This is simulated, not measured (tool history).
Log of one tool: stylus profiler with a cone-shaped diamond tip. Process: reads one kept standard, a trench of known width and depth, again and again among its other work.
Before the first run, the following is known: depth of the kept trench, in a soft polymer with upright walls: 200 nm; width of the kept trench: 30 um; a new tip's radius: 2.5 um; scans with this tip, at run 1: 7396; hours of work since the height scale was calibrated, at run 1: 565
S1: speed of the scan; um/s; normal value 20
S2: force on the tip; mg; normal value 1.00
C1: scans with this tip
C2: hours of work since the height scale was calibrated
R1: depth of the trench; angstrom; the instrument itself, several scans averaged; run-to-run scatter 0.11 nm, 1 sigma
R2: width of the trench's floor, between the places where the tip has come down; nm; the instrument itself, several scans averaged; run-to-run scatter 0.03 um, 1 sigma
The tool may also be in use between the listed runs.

{"run": 1, "hour": 0.0, "S1": 20, "S2": 1.0, "C1": 7396, "C2": 565, "R1": 2015.5, "R2": 27920}
{"run": 2, "hour": 50.1, "S1": 20, "S2": 1.0, "C1": 7760, "C2": 593, "R1": 2013.1, "R2": 27930}
{"run": 3, "hour": 95.8, "S1": 20, "S2": 1.64, "C1": 8093, "C2": 618, "R1": 2021.3, "R2": 27960}
{"run": 4, "hour": 155.6, "S1": 20, "S2": 1.0, "C1": 8528, "C2": 651, "R1": 2012.8, "R2": 27920}
{"run": 5, "hour": 199.6, "S1": 20, "S2": 1.0, "C1": 8848, "C2": 676, "R1": 2014.1, "R2": 27900}
{"run": 6, "hour": 249.0, "S1": 30, "S2": 1.0, "C1": 9207, "C2": 703, "R1": 2013.7, "R2": 27820}
{"run": 7, "hour": 284.4, "S1": 20, "S2": 1.0, "C1": 9465, "C2": 723, "R1": 2013.4, "R2": 27900}
{"run": 8, "hour": 327.7, "S1": 20, "S2": 1.0, "C1": 9779, "C2": 747, "R1": 2014.2, "R2": 27890}
{"run": 9, "hour": 386.5, "S1": 60, "S2": 1.0, "C1": 10208, "C2": 780, "R1": 2012.7, "R2": 27650}
{"run": 10, "hour": 447.1, "S1": 13, "S2": 1.0, "C1": 10648, "C2": 813, "R1": 2014.0, "R2": 27960}
{"run": 11, "hour": 480.6, "S1": 13, "S2": 1.0, "C1": 10892, "C2": 832, "R1": 2013.5, "R2": 27960}
{"run": 12, "hour": 515.2, "S1": 20, "S2": 1.0, "C1": 11144, "C2": 851, "R1": 2013.7, "R2": 27900}
{"run": 13, "hour": 578.6, "S1": 20, "S2": 1.0, "C1": 11605, "C2": 886, "R1": 2015.2, "R2": 27910}
{"run": 14, "hour": 631.5, "S1": 16, "S2": 0.44, "C1": 11990, "C2": 916, "R1": 2008.2, "R2": 27900}
{"run": 15, "hour": 675.1, "S1": 20, "S2": 2.44, "C1": 12307, "C2": 940, "R1": 2023.9, "R2": 27960}
{"run": 16, "hour": 724.7, "S1": 74, "S2": 0.91, "C1": 12668, "C2": 967, "R1": 2013.2, "R2": 27620}
{"run": 17, "hour": 791.3, "S1": 20, "S2": 0.59, "C1": 13153, "C2": 1004, "R1": 2009.6, "R2": 27890}
{"run": 18, "hour": 824.5, "S1": 7, "S2": 2.61, "C1": 13394, "C2": 1023, "R1": 2026.6, "R2": 28010}
{"run": 19, "hour": 888.7, "S1": 7, "S2": 2.61, "C1": 13861, "C2": 1058, "R1": 2026.2, "R2": 27990}
{"run": 20, "hour": 939.9, "S1": 7, "S2": 2.61, "C1": 14234, "C2": 1087, "R1": 2027.2, "R2": 27980}
{"run": 21, "hour": 1001.4, "S1": 22, "S2": 1.16, "C1": 14681, "C2": 1121, "R1": 2015.7, "R2": 27910}
{"run": 22, "hour": 1045.2, "S1": 21, "S2": 1.0, "C1": 15000, "C2": 1145, "R1": 2012.9, "R2": 27990}
{"run": 23, "hour": 1082.1, "S1": 9, "S2": 0.39, "C1": 15268, "C2": 1166, "R1": 2007.7, "R2": 27930}
{"run": 24, "hour": 1117.4, "S1": 8, "S2": 0.41, "C1": 15525, "C2": 1186, "R1": 2006.6, "R2": 27970}

4 options for the next run, each taken on its own from the tool as it stands now. Forecast them:
{"run": "A", "hour": 1180.8, "S1": 7, "S2": 2.77, "C1": 15987, "C2": 1221, "R1": "?", "R2": "?"}
{"run": "B", "hour": 1180.8, "S1": 6, "S2": 0.41, "C1": 15987, "C2": 1221, "R1": "?", "R2": "?"}
{"run": "C", "hour": 1180.8, "S1": 8, "S2": 0.55, "C1": 15987, "C2": 1221, "R1": "?", "R2": "?"}
{"run": "D", "hour": 1180.8, "S1": 33, "S2": 1.0, "C1": 15987, "C2": 1221, "R1": "?", "R2": "?"}

run=A R1=2028.8 R2=27940
run=B R1=2007.2 R2=27960
run=C R1=2008.8 R2=28010
run=D R1=2012.4 R2=27770
Without the tool's unlogged condition, the same runs would have read:
run=A R1=2028.7 R2=27960
run=B R1=2007.0 R2=27980
run=C R1=2008.7 R2=28030
run=D R1=2012.2 R2=27790

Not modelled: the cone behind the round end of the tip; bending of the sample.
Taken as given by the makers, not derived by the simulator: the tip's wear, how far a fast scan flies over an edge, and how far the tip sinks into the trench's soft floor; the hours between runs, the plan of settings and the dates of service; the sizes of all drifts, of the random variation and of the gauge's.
